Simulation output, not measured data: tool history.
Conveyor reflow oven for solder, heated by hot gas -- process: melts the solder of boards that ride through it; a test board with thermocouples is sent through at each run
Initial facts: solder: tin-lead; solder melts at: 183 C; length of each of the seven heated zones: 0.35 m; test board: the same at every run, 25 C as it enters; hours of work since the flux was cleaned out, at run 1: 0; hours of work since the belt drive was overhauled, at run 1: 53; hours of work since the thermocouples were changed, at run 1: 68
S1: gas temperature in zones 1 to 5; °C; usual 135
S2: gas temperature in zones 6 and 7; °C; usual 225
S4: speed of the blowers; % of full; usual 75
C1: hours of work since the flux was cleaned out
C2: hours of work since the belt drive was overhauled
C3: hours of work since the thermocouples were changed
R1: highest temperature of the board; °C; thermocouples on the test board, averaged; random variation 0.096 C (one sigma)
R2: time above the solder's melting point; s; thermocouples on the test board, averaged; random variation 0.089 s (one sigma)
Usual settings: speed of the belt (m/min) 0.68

{"run": 1, "hour": 0.0, "S1": 135, "S2": 225, "speed of the belt (m/min)": 0.68, "S4": 75, "C1": 0, "C2": 53, "C3": 68, "R1": 212.63, "R2": 43.44}
{"run": 2, "hour": 22.8, "S1": 135, "S2": 225, "speed of the belt (m/min)": 0.66, "S4": 75, "C1": 10, "C2": 63, "C3": 78, "R1": 213.28, "R2": 45.64}
{"run": 3, "hour": 38.1, "S1": 135, "S2": 225, "speed of the belt (m/min)": 0.66, "S4": 75, "C1": 16, "C2": 69, "C3": 84, "R1": 213.14, "R2": 45.52}
{"run": 4, "hour": 58.4, "S1": 135, "S2": 225, "speed of the belt (m/min)": 0.68, "S4": 59, "C1": 24, "C2": 78, "C3": 92, "R1": 209.47, "R2": 40.51}
{"run": 5, "hour": 72.8, "S1": 135, "S2": 225, "speed of the belt (m/min)": 0.68, "S4": 59, "C1": 30, "C2": 84, "C3": 98, "R1": 209.69, "R2": 40.52}
{"run": 6, "hour": 92.5, "S1": 135, "S2": 215, "speed of the belt (m/min)": 0.68, "S4": 75, "C1": 39, "C2": 92, "C3": 107, "R1": 203.56, "R2": 36.56}
{"run": 7, "hour": 109.4, "S1": 135, "S2": 225, "speed of the belt (m/min)": 0.558, "S4": 75, "C1": 46, "C2": 99, "C3": 114, "R1": 217.1, "R2": 58.19}
{"run": 8, "hour": 121.3, "S1": 135, "S2": 225, "speed of the belt (m/min)": 0.718, "S4": 75, "C1": 51, "C2": 104, "C3": 119, "R1": 210.96, "R2": 39.82}
{"run": 9, "hour": 141.7, "S1": 135, "S2": 225, "speed of the belt (m/min)": 0.718, "S4": 75, "C1": 59, "C2": 112, "C3": 127, "R1": 211.11, "R2": 39.7}
{"run": 10, "hour": 153.9, "S1": 135, "S2": 225, "speed of the belt (m/min)": 0.68, "S4": 75, "C1": 64, "C2": 118, "C3": 132, "R1": 212.33, "R2": 43.44}
{"run": 11, "hour": 166.5, "S1": 135, "S2": 225, "speed of the belt (m/min)": 0.68, "S4": 75, "C1": 70, "C2": 123, "C3": 138, "R1": 212.5, "R2": 43.36}
{"run": 12, "hour": 183.6, "S1": 135, "S2": 218, "speed of the belt (m/min)": 0.68, "S4": 75, "C1": 77, "C2": 130, "C3": 145, "R1": 206.13, "R2": 38.68}
{"hour": 189.2, "done": "belt drive overhauled, speed set with a stopwatch"}
{"run": 13, "hour": 204.4, "S1": 135, "S2": 225, "speed of the belt (m/min)": 0.68, "S4": 75, "C1": 84, "C2": 6, "C3": 152, "R1": 212.46, "R2": 43.47}
{"run": 14, "hour": 226.0, "S1": 135, "S2": 225, "speed of the belt (m/min)": 0.68, "S4": 75, "C1": 93, "C2": 15, "C3": 161, "R1": 212.62, "R2": 43.43}
{"run": 15, "hour": 250.0, "S1": 135, "S2": 225, "speed of the belt (m/min)": 0.615, "S4": 75, "C1": 103, "C2": 25, "C3": 171, "R1": 214.99, "R2": 50.67}
{"run": 16, "hour": 273.7, "S1": 149, "S2": 225, "speed of the belt (m/min)": 0.68, "S4": 75, "C1": 113, "C2": 35, "C3": 181, "R1": 214.65, "R2": 49.18}
{"run": 17, "hour": 292.7, "S1": 135, "S2": 238, "speed of the belt (m/min)": 0.778, "S4": 75, "C1": 121, "C2": 43, "C3": 189, "R1": 219.98, "R2": 41.13}
{"hour": 308.7, "done": "belt drive overhauled, speed set with a stopwatch, once more"}
{"run": 18, "hour": 310.0, "S1": 147, "S2": 218, "speed of the belt (m/min)": 0.68, "S4": 75, "C1": 126, "C2": 1, "C3": 194, "R1": 207.77, "R2": 43.67}
{"run": 19, "hour": 329.7, "S1": 121, "S2": 225, "speed of the belt (m/min)": 0.558, "S4": 54, "C1": 134, "C2": 9, "C3": 202, "R1": 212.13, "R2": 48.46}
{"run": 20, "hour": 342.2, "S1": 121, "S2": 237, "speed of the belt (m/min)": 0.558, "S4": 54, "C1": 140, "C2": 14, "C3": 208, "R1": 223.2, "R2": 56.61}
{"run": 21, "hour": 354.7, "S1": 121, "S2": 237, "speed of the belt (m/min)": 0.558, "S4": 54, "C1": 145, "C2": 19, "C3": 213, "R1": 223.04, "R2": 56.63}
{"run": 22, "hour": 378.9, "S1": 121, "S2": 237, "speed of the belt (m/min)": 0.558, "S4": 54, "C1": 155, "C2": 29, "C3": 223, "R1": 223.13, "R2": 56.46}
{"run": 23, "hour": 400.1, "S1": 121, "S2": 237, "speed of the belt (m/min)": 0.558, "S4": 54, "C1": 164, "C2": 38, "C3": 232, "R1": 223.28, "R2": 56.52}
{"run": 24, "hour": 413.0, "S1": 133, "S2": 224, "speed of the belt (m/min)": 0.558, "S4": 54, "C1": 169, "C2": 44, "C3": 237, "R1": 212.55, "R2": 52.54}
{"run": 25, "hour": 435.8, "S1": 123, "S2": 218, "speed of the belt (m/min)": 0.558, "S4": 54, "C1": 179, "C2": 53, "C3": 247, "R1": 205.71, "R2": 43.63}
{"run": 26, "hour": 458.9, "S1": 123, "S2": 218, "speed of the belt (m/min)": 0.558, "S4": 54, "C1": 188, "C2": 63, "C3": 256, "R1": 205.83, "R2": 43.52}
{"run": 27, "hour": 470.1, "S1": 123, "S2": 218, "speed of the belt (m/min)": 0.558, "S4": 54, "C1": 193, "C2": 67, "C3": 261, "R1": 205.86, "R2": 43.2}
{"run": 28, "hour": 485.7, "S1": 148, "S2": 218, "speed of the belt (m/min)": 0.554, "S4": 54, "C1": 200, "C2": 74, "C3": 268, "R1": 209.12, "R2": 56.17}
{"run": 29, "hour": 500.9, "S1": 148, "S2": 218, "speed of the belt (m/min)": 0.554, "S4": 54, "C1": 206, "C2": 80, "C3": 274, "R1": 209.23, "R2": 56.44}
{"run": 30, "hour": 522.3, "S1": 126, "S2": 215, "speed of the belt (m/min)": 0.697, "S4": 53, "C1": 215, "C2": 89, "C3": 283, "R1": 196.84, "R2": 24.31}

What if the next run were any one of these 3? Each begins from the tool's condition after run 30:
{"run": "A", "hour": 541.0, "S1": 137, "S2": 238, "speed of the belt (m/min)": 0.68, "S4": 68, "C1": 223, "C2": 97, "C3": 291, "R1": "?", "R2": "?"}
{"run": "B", "hour": 541.0, "S1": 126, "S2": 215, "speed of the belt (m/min)": 0.764, "S4": 53, "C1": 223, "C2": 97, "C3": 291, "R1": "?", "R2": "?"}
{"run": "C", "hour": 541.0, "S1": 126, "S2": 233, "speed of the belt (m/min)": 0.697, "S4": 61, "C1": 223, "C2": 97, "C3": 291, "R1": "?", "R2": "?"}

run=A R1=222.9 R2=49.75
run=B R1=193.78 R2=17.65
run=C R1=214.35 R2=40.14
Without the tool's hidden state the same runs would have given:
run=A R1=223.93 R2=50.31
run=B R1=194.79 R2=19.12
run=C R1=215.47 R2=41.01
